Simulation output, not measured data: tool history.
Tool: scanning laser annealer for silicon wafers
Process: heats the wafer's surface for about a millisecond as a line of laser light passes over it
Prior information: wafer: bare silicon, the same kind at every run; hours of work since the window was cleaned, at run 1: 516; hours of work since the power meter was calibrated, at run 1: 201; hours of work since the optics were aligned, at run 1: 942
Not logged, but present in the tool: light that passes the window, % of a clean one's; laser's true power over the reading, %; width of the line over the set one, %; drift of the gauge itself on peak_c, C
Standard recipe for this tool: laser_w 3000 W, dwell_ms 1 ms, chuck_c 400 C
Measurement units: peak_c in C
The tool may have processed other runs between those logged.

run,hour,laser_w,dwell_ms,chuck_c,hours of work since the window was cleaned,hours of work since the power meter was calibrated,hours of work since the optics were aligned,peak_c
1,0,3000,1,400,516,201,942,1144
2,6.6,3000,1,400,520,205,946,1145
3,14.6,3000,1,400,525,210,951,1146
4,18.5,3000,1,400,527,212,953,1145
5,26.8,3000,1,400,532,217,958,1149
6,33.5,3000,1,400,536,221,962,1145
7,40.2,3000,1,400,540,225,966,1145
8,48.7,3000,1,400,545,230,971,1144
9,54.8,3000,0.79,400,549,234,975,1063
10,61,3050,0.75,391,553,238,979,1051
11,68.6,3050,0.75,391,557,242,983,1053
12,77.4,3050,0.75,391,563,247,989,1054
13,83.8,2610,1.07,415,566,251,993,1055
14,91.3,2610,1.07,415,571,256,997,1054
15,96.1,2719,1,400,574,259,1000,1052
16,101.5,2719,1,400,577,262,1003,1056
17,105.9,2707,0.93,400,580,264,1006,1030
18,109.8,3019,0.9,428,582,267,1008,1143

Pick out some run-to-run changes in peak_c. Of each, how much would a tool without hidden state show as well, from the settings, what came in and chance, and how much is left for the hidden state and any gauge scatter not in both results compared?
Run 6 -> 7: no setting touched and nothing written in the log between the runs. peak_c +0 C: hidden state -1, all else +1.
Run 17 -> 18: laser_w 2707 -> 3019, dwell_ms 0.93 -> 0.9, chuck_c 400 -> 428. peak_c +113 C: hidden state +0, all else +113.
